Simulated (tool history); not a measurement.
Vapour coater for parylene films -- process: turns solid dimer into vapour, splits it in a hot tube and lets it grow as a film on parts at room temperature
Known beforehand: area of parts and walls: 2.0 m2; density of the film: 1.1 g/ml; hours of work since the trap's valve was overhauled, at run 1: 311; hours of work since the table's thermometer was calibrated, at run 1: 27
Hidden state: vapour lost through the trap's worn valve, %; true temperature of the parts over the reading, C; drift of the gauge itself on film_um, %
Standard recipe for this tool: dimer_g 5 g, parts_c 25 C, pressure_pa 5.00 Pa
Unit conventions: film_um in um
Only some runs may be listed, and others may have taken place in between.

run    hour  dimer_g  parts_c  pressure_pa  hours of work since the trap's valve was overhauled  hours of work since the table's thermometer was calibrated  film_um
  1     0.0        5       25         5.00                                                  311                                                          27     1.72
  2    34.1        5       25         5.00                                                  336                                                          52     1.72
  3    55.0        5       25         5.00                                                  352                                                          68     1.74
  4    73.8        5       30         5.00                                                  366                                                          82     1.47
  5   100.4        5       25         9.23                                                  386                                                         102     1.50
  6   123.3        5       22         5.00                                                  403                                                         119     1.84
  7   139.9        5       23         5.00                                                  415                                                         132     1.78
      162.2  -- trap's valve overhauled
  8   162.9        5       32         5.00                                                    1                                                         146     1.40
  9   186.2        5       32         5.00                                                   18                                                         163     1.41
 10   222.8        5       25         5.00                                                   45                                                         191     1.75
 11   239.4        5       25         5.00                                                   58                                                         203     1.74
 12   278.0        5       18         5.00                                                   87                                                         232     2.11
 13   307.9        5       25         5.00                                                  109                                                         254     1.73
 14   347.1        5       25         5.00                                                  139                                                         284     1.71
 15   381.2        5       25         5.00                                                  164                                                         309     1.73
 16   397.3        5       25         5.00                                                  176                                                         321     1.72
 17   422.7        5       25         4.59                                                  195                                                         340     1.80
 18   461.5        5       25         5.00                                                  224                                                         370     1.68
 19   499.3        5       21         5.00                                                  253                                                         398     1.93
 20   536.2        4       20         5.00                                                  280                                                         426     1.58
 21   571.4        8       33         3.08                                                  307                                                         452     2.45
 22   601.9        6       18         5.00                                                  330                                                         475     2.51
 23   628.0        8       19         5.00                                                  349                                                         494     3.28
 24   650.3        7       29         4.00                                                  366                                                         511     2.22
 25   685.3        7       29         4.00                                                  392                                                         537     2.20
 26   704.0        8       29         5.15                                                  406                                                         551     2.43
      738.1  -- trap's valve overhauled
 27   738.1        5       23         6.67                                                    0                                                         574     1.70
 28   758.0        5       21         6.67                                                   15                                                         589     1.82
 29   783.9        5       21         6.67                                                   34                                                         608     1.81
 30   816.1        2       25         3.11                                                   58                                                         632     0.72
 31   832.4        2       32         4.23                                                   71                                                         645     0.58
 32   862.8        6       32        11.65                                                   93                                                         667     1.44
 33   880.1        6       32        11.65                                                  106                                                         680     1.39
 34   915.5        3       23         3.36                                                  133                                                         707     1.17
 35   940.0        3       23         3.36                                                  151                                                         725     1.19
 36   967.7        5       31         5.00                                                  172                                                         746     1.43
 37  1005.8        2       31         7.53                                                  201                                                         775     0.53
 38  1041.6        3       34         3.19                                                  227                                                         801     0.88

Here are 5 independent what-if runs from the current tool condition. What would each one return?
  A  1074.9        3       20         6.12                                                  252                                                         826        ?
  B  1074.9        7       26         3.19                                                  252                                                         826        ?
  C  1074.9        5       23         5.16                                                  252                                                         826        ?
  D  1074.9        6       34         6.03                                                  252                                                         826        ?
  E  1074.9        3       25         5.00                                                  252                                                         826        ?

run  film_um
  A     1.12
  B     2.55
  C     1.74
  D     1.54
  E     1.02
Without the tool's unlogged condition, the same runs would have read:
run  film_um
  A     1.13
  B     2.56
  C     1.75
  D     1.54
  E     1.03
